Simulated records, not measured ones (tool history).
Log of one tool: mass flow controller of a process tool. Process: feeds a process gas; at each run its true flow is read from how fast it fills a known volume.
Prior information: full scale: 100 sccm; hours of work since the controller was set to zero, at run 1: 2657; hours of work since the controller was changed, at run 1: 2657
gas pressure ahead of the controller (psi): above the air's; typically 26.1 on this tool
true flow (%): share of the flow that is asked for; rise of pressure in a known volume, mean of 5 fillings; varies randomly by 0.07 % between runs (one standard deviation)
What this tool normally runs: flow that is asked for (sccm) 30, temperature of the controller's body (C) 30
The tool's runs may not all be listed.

run	hour	flow that is asked for (sccm)	gas pressure ahead of the controller (psi)	temperature of the controller's body (C)	hours of work since the controller was set to zero	hours of work since the controller was changed	true flow (%)
1	0.0	30	26.1	30	2657	2657	99.45
2	46.7	22	26.1	30	2688	2688	99.27
3	132.6	30	26.1	26	2744	2744	99.40
4	198.3	30	26.1	26	2787	2787	99.43
5	281.7	30	26.1	30	2842	2842	99.81
6	386.5	30	24.5	30	2911	2911	100.09
7	476.6	30	24.5	30	2970	2970	100.13
8	566.1	30	24.5	30	3028	3028	100.28
9	622.9	30	24.5	29	3066	3066	100.30
10	666.8	30	26.1	30	3094	3094	100.55
11	760.3	30	26.1	30	3156	3156	100.79
12	832.0	30	26.1	30	3203	3203	100.86
13	920.0	22	26.1	30	3261	3261	100.79
14	968.4	22	26.1	30	3292	3292	100.85
15	1011.7	22	26.1	30	3321	3321	101.06
16	1095.5	22	26.1	30	3376	3376	101.15
17	1185.4	30	28.9	30	3435	3435	101.31
18	1230.1	11	26.1	30	3464	3464	101.24
# hour 1283.9: gauge calibrated
19	1318.9	11	26.1	36	3522	3522	99.60
20	1406.6	30	26.1	32	3580	3580	99.66
21	1475.9	30	26.1	32	3625	3625	99.94
22	1523.9	35	26.1	32	3657	3657	100.02
23	1608.5	35	26.1	32	3712	3712	100.16
24	1688.5	30	26.1	30	3764	3764	99.99
25	1736.9	41	30.7	24	3796	3796	99.94
26	1817.3	95	26.1	30	3849	3849	101.08
27	1883.4	95	26.1	30	3892	3892	101.27
28	1977.5	25	35.1	30	3954	3954	100.71
29	2051.3	25	35.1	30	4002	4002	100.69
30	2127.1	25	35.1	30	4052	4052	100.86
31	2169.8	38	25.5	31	4080	4080	101.11
32	2254.2	38	25.5	31	4136	4136	101.20
# hour 2328.9: gauge calibrated
33	2339.5	38	25.5	31	4191	4191	99.55
34	2414.3	62	36.1	31	4240	4240	100.27
35	2460.7	62	36.1	31	4271	4271	100.37
36	2505.1	62	36.1	31	4300	4300	100.26
37	2576.1	12	26.1	22	4347	4347	99.06
38	2631.4	20	35.1	40	4383	4383	100.71
39	2683.9	94	22.9	30	4417	4417	100.77
40	2769.9	30	20.7	23	4474	4474	99.50
41	2817.8	30	39.0	25	4505	4505	99.99
42	2918.2	31	21.0	35	4571	4571	100.72
43	3005.5	92	21.6	27	4628	4628	101.15
44	3060.2	52	24.9	27	4664	4664	100.67
45	3120.4	52	24.9	27	4704	4704	100.86
46	3218.1	52	24.9	27	4768	4768	100.98
47	3308.6	49	27.7	27	4827	4827	100.99

How the hidden state differs across the entries between the runs, from the last listed run before each to the first after it:
From run 18 to run 19: gauge calibrated (hour 1283.9)
  drift of the gauge itself on true_pct, %: 2.05 -> 0.06
  measured less the result without the state, true flow (%): +2.08 -> +0.10
From run 32 to run 33: gauge calibrated (hour 2328.9)
  drift of the gauge itself on true_pct, %: 1.62 -> 0.02
  measured less the result without the state, true flow (%): +1.62 -> +0.03
